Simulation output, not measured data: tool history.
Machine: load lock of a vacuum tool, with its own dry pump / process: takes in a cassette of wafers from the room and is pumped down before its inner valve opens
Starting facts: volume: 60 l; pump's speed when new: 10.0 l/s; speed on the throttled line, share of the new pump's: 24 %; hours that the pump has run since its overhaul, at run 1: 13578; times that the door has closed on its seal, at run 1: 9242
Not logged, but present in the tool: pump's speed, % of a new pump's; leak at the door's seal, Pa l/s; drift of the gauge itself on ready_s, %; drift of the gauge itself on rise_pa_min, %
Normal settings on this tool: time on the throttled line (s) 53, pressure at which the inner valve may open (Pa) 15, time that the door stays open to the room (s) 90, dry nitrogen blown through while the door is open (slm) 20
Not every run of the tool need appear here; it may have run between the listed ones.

| run | hour | time on the throttled line (s) | pressure at which the inner valve may open (Pa) | time that the door stays open to the room (s) | dry nitrogen blown through while the door is open (slm) | hours that the pump has run since its overhaul | times that the door has closed on its seal | incoming humidity of the room's air, % | time from the closed door until the inner valve may open (s) | rise of the pressure with all valves shut (Pa/min) |
|---|---|---|---|---|---|---|---|---|---|---|
| 1 | 0 | 53 | 15 | 90 | 20 | 13578 | 9242 | 43.3 | 103.4 | 0.12 |
| 2 | 233.4 | 53 | 19 | 90 | 20 | 13812 | 10362 | 46 | 102.6 | 0.138 |
| 3 | 429.8 | 53 | 19 | 90 | 20 | 14008 | 11303 | 46.3 | 103.4 | 0.157 |
| 4 | 832 | 53 | 19 | 90 | 20 | 14410 | 13232 | 46.3 | 103.4 | 0.191 |
| 5 | 1073.9 | 53 | 19 | 90 | 20 | 14652 | 14392 | 45.2 | 103.3 | 0.212 |
|  | 1175.8 | dry pump taken out, an overhauled one fitted |
| 6 | 1463.6 | 53 | 19 | 151 | 20 | 288 | 16232 | 45.3 | 90.5 | 0.259 |
| 7 | 1822.9 | 53 | 15 | 90 | 11 | 647 | 17955 | 44.7 | 92.9 | 0.315 |
| 8 | 2031.8 | 53 | 15 | 58 | 20 | 856 | 18956 | 45.2 | 93.9 | 0.336 |
| 9 | 2368.8 | 53 | 15 | 67 | 20 | 1193 | 20573 | 43.4 | 94.6 | 0.383 |
| 10 | 2762.8 | 53 | 15 | 67 | 13 | 1587 | 22462 | 44.4 | 94 | 0.453 |
| 11 | 2964.5 | 53 | 15 | 67 | 13 | 1789 | 23429 | 43.8 | 94.5 | 0.481 |
| 12 | 3317.2 | 53 | 15 | 50 | 20 | 2141 | 25121 | 44.6 | 94.9 | 0.521 |
|  | 3522.8 | door's seal changed, seat wiped |
| 13 | 3689.3 | 53 | 15 | 50 | 20 | 2512 | 799 | 45.1 | 93.2 | 0.02 |
| 14 | 4030.4 | 53 | 15 | 90 | 5 | 2853 | 2434 | 49.8 | 94.5 | 0.062 |
| 15 | 4302.3 | 53 | 15 | 90 | 5 | 3125 | 3738 | 46.1 | 95.5 | 0.07 |
| 16 | 4686.9 | 53 | 15 | 90 | 4 | 3510 | 5583 | 46.6 | 95.8 | 0.098 |
| 17 | 4926.5 | 53 | 15 | 90 | 4 | 3749 | 6731 | 42.2 | 97 | 0.099 |
| 18 | 5118.5 | 64 | 15 | 90 | 20 | 3941 | 7652 | 44.4 | 104.1 | 0.105 |
| 19 | 5438.8 | 31 | 15 | 90 | 20 | 4261 | 9188 | 43.1 | 80 | 0.122 |
| 20 | 5740.9 | 87 | 15 | 90 | 9 | 4564 | 10637 | 46 | 121 | 0.156 |
| 21 | 6081.4 | 87 | 15 | 90 | 25 | 4904 | 12270 | 44.3 | 121.2 | 0.187 |
| 22 | 6260 | 87 | 15 | 90 | 25 | 5083 | 13126 | 44.3 | 122.4 | 0.197 |
| 23 | 6446.8 | 87 | 15 | 90 | 25 | 5270 | 14022 | 48.3 | 120.4 | 0.216 |
| 24 | 6698.1 | 87 | 15 | 90 | 25 | 5521 | 15227 | 42.8 | 122.6 | 0.245 |
| 25 | 7060 | 69 | 13 | 90 | 25 | 5883 | 16962 | 43.9 | 109.9 | 0.292 |
| 26 | 7418.1 | 69 | 13 | 90 | 25 | 6241 | 18680 | 41.9 | 109.7 | 0.336 |
| 27 | 7703.6 | 103 | 15 | 42 | 45 | 6526 | 20048 | 41.1 | 132.9 | 0.37 |
| 28 | 8127.2 | 34 | 28 | 35 | 20 | 6950 | 22080 | 45.5 | 80.1 | 0.452 |
| 29 | 8524.5 | 42 | 24 | 25 | 25 | 7347 | 23985 | 45.5 | 86.3 | 0.51 |
| 30 | 8702.4 | 37 | 13 | 25 | 25 | 7525 | 24838 | 45.5 | 89 | 0.55 |

The next listed run, before its measurement:
| 31 | 8903 | 37 | 13 | 25 | 25 | 7726 | 25800 | 47.3 | ? | ? |

Run 31 yielded time from the closed door until the inner valve may open (s) 87.6, rise of the pressure with all valves shut (Pa/min) 0.592.
Had the tool carried no hidden state, the very same run would have given time from the closed door until the inner valve may open (s) 81.7, rise of the pressure with all valves shut (Pa/min) 0.007.
